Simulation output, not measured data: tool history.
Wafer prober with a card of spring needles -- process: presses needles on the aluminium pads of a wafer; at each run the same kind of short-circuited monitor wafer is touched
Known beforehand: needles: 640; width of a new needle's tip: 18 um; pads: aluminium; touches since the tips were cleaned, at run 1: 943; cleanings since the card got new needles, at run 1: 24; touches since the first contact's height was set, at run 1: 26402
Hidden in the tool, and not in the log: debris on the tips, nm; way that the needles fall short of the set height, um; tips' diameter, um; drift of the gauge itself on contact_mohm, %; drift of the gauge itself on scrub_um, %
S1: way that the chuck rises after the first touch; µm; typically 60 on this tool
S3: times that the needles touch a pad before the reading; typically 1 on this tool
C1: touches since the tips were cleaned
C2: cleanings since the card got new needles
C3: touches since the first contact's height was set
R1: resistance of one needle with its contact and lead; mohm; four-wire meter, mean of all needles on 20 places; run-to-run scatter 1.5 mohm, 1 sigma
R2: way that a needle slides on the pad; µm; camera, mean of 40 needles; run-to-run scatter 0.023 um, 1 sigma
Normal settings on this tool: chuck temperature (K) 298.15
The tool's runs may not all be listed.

Run 1, day 0: usual settings; C1 943; C2 24; C3 26402. Result: R1 137 mohm, R2 13.94 µm.
At day 0.312: tips cleaned on abrasive film.
Run 2, day 0.338: usual settings; C1 299; C2 25; C3 30043. Result: R1 139 mohm, R2 13.9 µm.
At day 0.692: tips cleaned on abrasive film.
Run 3, day 0.862: usual settings; C1 1880; C2 26; C3 35706. Result: R1 140 mohm, R2 13.84 µm.
At day 1.083: tips cleaned on abrasive film.
Run 4, day 1.371: usual settings; C1 3125; C2 27; C3 41205. Result: R1 139 mohm, R2 13.85 µm.
At day 1.462: tips cleaned on abrasive film.
Run 5, day 1.625: usual settings; C1 1749; C2 28; C3 43921. Result: R1 140 mohm, R2 13.8 µm.
At day 1.867: tips cleaned on abrasive film.
Run 6, day 1.867: usual settings; C1 0; C2 29; C3 46506. Result: R1 141 mohm, R2 13.78 µm.
At day 2.254: tips cleaned on abrasive film.
Run 7, day 2.254: usual settings but S3 2; C1 0; C2 30; C3 50662. Result: R1 139 mohm, R2 13.81 µm.
Run 8, day 2.521: usual settings but chuck temperature (K) 391.15, S3 2; C1 2937; C2 30; C3 53599. Result: R1 153 mohm, R2 13.8 µm.
At day 2.654: tips cleaned on abrasive film.
Run 9, day 2.812: usual settings but chuck temperature (K) 391.15, S3 2; C1 1701; C2 31; C3 56697. Result: R1 156 mohm, R2 13.83 µm.
At day 3.033: tips cleaned on abrasive film.
Run 10, day 3.283: usual settings but chuck temperature (K) 347.15; C1 2734; C2 32; C3 61808. Result: R1 148 mohm, R2 13.78 µm.
At day 3.429: tips cleaned on abrasive film.
Run 11, day 3.546: usual settings but chuck temperature (K) 384.15; C1 1253; C2 33; C3 64608. Result: R1 156 mohm, R2 13.79 µm.
At day 3.842: tips cleaned on abrasive film.
Run 12, day 3.904: usual settings but chuck temperature (K) 384.15; C1 663; C2 34; C3 68468. Result: R1 149 mohm, R2 13.76 µm.
Run 13, day 4.179: usual settings but chuck temperature (K) 306.15; C1 3662; C2 34; C3 71467. Result: R1 138 mohm, R2 13.73 µm.
At day 4.229: tips cleaned on abrasive film.
Run 14, day 4.492: usual settings but chuck temperature (K) 306.15; C1 2835; C2 35; C3 74812. Result: R1 139 mohm, R2 13.7 µm.
At day 4.629: tips cleaned on abrasive film.
Run 15, day 4.9: usual settings but S1 71 µm; C1 2988; C2 36; C3 79248. Result: R1 138 mohm, R2 16.23 µm.
At day 5.033: tips cleaned on abrasive film.
Run 16, day 5.129: usual settings but S1 65 µm, chuck temperature (K) 326.15; C1 1045; C2 37; C3 81689. Result: R1 144 mohm, R2 14.86 µm.
At day 5.421: tips cleaned on abrasive film.
Run 17, day 5.596: usual settings but S1 68 µm, chuck temperature (K) 344.15; C1 1888; C2 38; C3 86705. Result: R1 144 mohm, R2 15.53 µm.
At day 5.825: tips cleaned on abrasive film.
At day 5.962: height of the first contact set anew.
Run 18, day 6.058: usual settings but S1 68 µm, chuck temperature (K) 344.15; C1 2432; C2 39; C3 1045. Result: R1 147 mohm, R2 15.51 µm.
At day 6.254: tips cleaned on abrasive film.
Run 19, day 6.592: usual settings but S1 43 µm, chuck temperature (K) 364.15; C1 3652; C2 40; C3 6787. Result: R1 157 mohm, R2 9.78 µm.
At day 6.662: tips cleaned on abrasive film.
Run 20, day 7.017: usual settings but S1 43 µm, chuck temperature (K) 364.15; C1 3867; C2 41; C3 11376. Result: R1 156 mohm, R2 9.8 µm.
At day 7.054: tips cleaned on abrasive film.
Run 21, day 7.262: usual settings but S1 43 µm, chuck temperature (K) 364.15; C1 2231; C2 42; C3 13999. Result: R1 153 mohm, R2 9.77 µm.
At day 7.45: tips cleaned on abrasive film.
Run 22, day 7.55: usual settings but S1 42 µm, chuck temperature (K) 301.15, S3 2; C1 1074; C2 43; C3 17089. Result: R1 147 mohm, R2 9.54 µm.
At day 7.846: tips cleaned on abrasive film.
Run 23, day 8.05: usual settings but S1 74 µm, chuck temperature (K) 316.15; C1 2239; C2 44; C3 22515. Result: R1 140 mohm, R2 16.77 µm.
At day 8.238: tips cleaned on abrasive film.
Run 24, day 8.358: usual settings but S1 74 µm, chuck temperature (K) 316.15; C1 1354; C2 45; C3 25832. Result: R1 137 mohm, R2 16.73 µm.
At day 8.617: tips cleaned on abrasive film.
Run 25, day 8.717: usual settings but S1 74 µm, chuck temperature (K) 316.15; C1 1096; C2 46; C3 29685. Result: R1 138 mohm, R2 16.77 µm.
At day 9.029: tips cleaned on abrasive film.
Run 26, day 9.258: usual settings but S1 74 µm, chuck temperature (K) 316.15, S3 2; C1 2493; C2 47; C3 35540. Result: R1 140 mohm, R2 16.69 µm.

3 ways to go on from here, each from the tool as it stands after run 26. What would each give?
At day 9.446: tips cleaned on abrasive film.
Run A, day 9.55: usual settings but S1 49 µm, chuck temperature (K) 316.15, S3 2; C1 1099; C2 48; C3 38644. Result: R1 ?, R2 ?.
At day 9.446: tips cleaned on abrasive film.
Run B, day 9.55: usual settings but S1 44 µm, chuck temperature (K) 318.15, S3 2; C1 1099; C2 48; C3 38644. Result: R1 ?, R2 ?.
At day 9.446: tips cleaned on abrasive film.
Run C, day 9.55: usual settings but S1 45 µm, chuck temperature (K) 314.15, S3 2; C1 1099; C2 48; C3 38644. Result: R1 ?, R2 ?.

run   R1     R2
  A  144  11.06
  B  146   9.93
  C  143  10.15
With the hidden condition removed and each run's random variation left untouched, the same runs would have given:
run   R1     R2
  A  144  11.37
  B  146  10.21
  C  143  10.43
